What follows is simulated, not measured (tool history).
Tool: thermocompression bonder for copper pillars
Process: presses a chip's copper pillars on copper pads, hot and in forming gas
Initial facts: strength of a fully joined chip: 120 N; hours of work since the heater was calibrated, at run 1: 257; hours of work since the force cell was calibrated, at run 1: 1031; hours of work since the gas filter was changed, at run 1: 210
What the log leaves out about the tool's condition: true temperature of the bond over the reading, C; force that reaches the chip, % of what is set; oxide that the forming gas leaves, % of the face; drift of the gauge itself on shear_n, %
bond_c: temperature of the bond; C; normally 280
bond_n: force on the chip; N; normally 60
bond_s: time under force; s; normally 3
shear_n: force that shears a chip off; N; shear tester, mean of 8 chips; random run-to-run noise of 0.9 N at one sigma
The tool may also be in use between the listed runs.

run     day  bond_c  bond_n  bond_s  hours of work since the heater was calibrated  hours of work since the force cell was calibrated  hours of work since the gas filter was changed  shear_n
  1   0.000     280      60       3                                            257                                               1031                                             210     66.3
  2   2.054     280      60       3                                            287                                               1060                                             239     66.8
      3.008  -- forming gas filter changed
  3   4.921     280      60       3                                            328                                               1101                                              27     70.2
  4   6.388     280      60       3                                            349                                               1122                                              48     69.6
  5   9.242     280      60       3                                            389                                               1163                                              89     70.0
  6  10.867     280      60       3                                            413                                               1186                                             113     67.0
  7  12.125     280      60       3                                            431                                               1204                                             131     67.1
  8  14.662     280      60       3                                            467                                               1240                                             167     66.3
  9  17.404     280      60       3                                            506                                               1280                                             206     67.2
 10  20.283     280      60       3                                            548                                               1321                                             247     63.7
     20.704  -- forming gas filter changed
 11  23.133     302      60       3                                            588                                               1361                                              35     84.1
 12  24.708     250      60       3                                            611                                               1384                                              57     47.2
 13  27.404     280      60       3                                            649                                               1422                                              96     66.8
 14  30.142     280      60       8                                            688                                               1462                                             135     86.7
 15  32.475     280      60       8                                            722                                               1495                                             169     84.5
 16  35.342     280      60       8                                            763                                               1536                                             210     82.5
 17  36.608     280      60       8                                            781                                               1554                                             228     81.1
     38.475  -- forming gas filter changed
 18  39.029     280      60       8                                            815                                               1589                                               8     89.8
 19  40.583     280      60       8                                            838                                               1611                                              30     87.8
 20  43.175     292      60       3                                            875                                               1648                                              67     73.4
 21  45.317     292      60       3                                            905                                               1679                                              98     72.4
 22  46.879     292      60       3                                            928                                               1701                                             120     70.8
 23  48.917     292      60       3                                            957                                               1730                                             150     68.3
 24  51.096     278      60       3                                            988                                               1761                                             181     60.0
     51.588  -- heater calibrated with a thermocouple chip
 25  52.692     278      60       3                                             16                                               1783                                             202     67.2
 26  53.883     306      66       3                                             33                                               1800                                             219     83.8
     56.225  -- forming gas filter changed
 27  56.225     306      66       3                                             66                                               1833                                               0     93.7
 28  58.375     306      66       2                                             97                                               1864                                              31     80.6
 29  60.583     287      48       4                                            128                                               1896                                              62     70.5

Forecast run 30:
 30  63.121     299      73       7                                            165                                               1932                                              99        ?

Run 30 gave shear_n 102.1 N.
Without the tool's hidden state the same run would have given shear_n 108.0 N.

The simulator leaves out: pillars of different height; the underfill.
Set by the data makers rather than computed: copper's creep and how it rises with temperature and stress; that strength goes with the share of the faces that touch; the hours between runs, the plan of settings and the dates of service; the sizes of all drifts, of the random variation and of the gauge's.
